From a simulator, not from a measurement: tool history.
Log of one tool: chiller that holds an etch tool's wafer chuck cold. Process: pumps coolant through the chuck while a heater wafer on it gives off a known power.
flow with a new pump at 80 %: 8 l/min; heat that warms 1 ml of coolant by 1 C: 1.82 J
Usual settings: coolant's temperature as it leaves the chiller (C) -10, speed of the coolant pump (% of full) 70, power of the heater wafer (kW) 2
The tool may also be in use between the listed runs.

| run | hour | coolant's temperature as it leaves the chiller (C) | speed of the coolant pump (% of full) | power of the heater wafer (kW) | chuck's temperature once it has settled (C) | how much warmer the coolant comes back (C) |
|---|---|---|---|---|---|---|
| 1 | 0 | -10 | 70 | 2 | 9.1 | 9.51 |
| 2 | 68.8 | -10 | 70 | 2.093 | 9.9 | 9.96 |
| 3 | 122.2 | 0 | 70 | 2 | 19 | 9.48 |
| 4 | 171.8 | 0 | 70 | 2 | 19 | 9.56 |
| 5 | 261.5 | 0 | 70 | 2 | 18.8 | 9.53 |
| 6 | 334.3 | 0 | 70 | 2 | 19.2 | 9.62 |
| 7 | 415.7 | -10 | 70 | 2 | 9.1 | 9.57 |
| 8 | 456.5 | -10 | 70 | 2 | 9.4 | 9.66 |
| 9 | 512.1 | -10 | 70 | 2 | 9.3 | 9.54 |
| 10 | 586.3 | -10 | 70 | 2 | 9.3 | 9.59 |
| 11 | 659.7 | -10 | 70 | 2 | 9.4 | 9.65 |
| 12 | 739.3 | -10 | 70 | 2 | 9.5 | 9.65 |
| 13 | 786 | -10 | 77 | 1.848 | 6.7 | 8.03 |
| 14 | 878.3 | -10 | 91 | 1.554 | 2.1 | 5.72 |
| 15 | 917 | -19 | 72 | 1.554 | -4.2 | 7.34 |
| 16 | 967.3 | -16 | 72 | 1.554 | -1.1 | 7.29 |
| 17 | 1029 | -9 | 72 | 2.742 | 17.2 | 12.9 |
| 18 | 1087.9 | -9 | 72 | 2.742 | 17.4 | 12.82 |
| 19 | 1132.7 | -9 | 72 | 2.742 | 17.5 | 12.89 |
| 20 | 1209.2 | -15 | 70 | 2.08 | 5.6 | 10.08 |
| 21 | 1281.5 | -10 | 70 | 1.848 | 8.5 | 8.96 |
| 22 | 1370.1 | -14 | 70 | 1.685 | 3 | 8.22 |
| 23 | 1408.7 | -14 | 70 | 1.685 | 2.9 | 8.09 |
| 24 | 1458.2 | -17 | 70 | 2.341 | 6.4 | 11.34 |

Forecast each of these 3 alternatives for the next run:
|  | 1480.3 | chiller's thermometer calibrated |
| A | 1503.8 | -20 | 70 | 2 | ? | ? |
|  | 1480.3 | chiller's thermometer calibrated |
| B | 1503.8 | -14 | 70 | 2 | ? | ? |
|  | 1480.3 | chiller's thermometer calibrated |
| C | 1503.8 | -10 | 96 | 2.122 | ? | ? |

| run | chuck's temperature once it has settled (C) | how much warmer the coolant comes back (C) |
|---|---|---|
| A | -0.3 | 9.7 |
| B | 5.7 | 9.68 |
| C | 6 | 7.42 |
Without the tool's hidden state the same runs would have given:
| run | chuck's temperature once it has settled (C) | how much warmer the coolant comes back (C) |
|---|---|---|
| A | -1.9 | 9.44 |
| B | 4.2 | 9.43 |
| C | 4.8 | 7.23 |
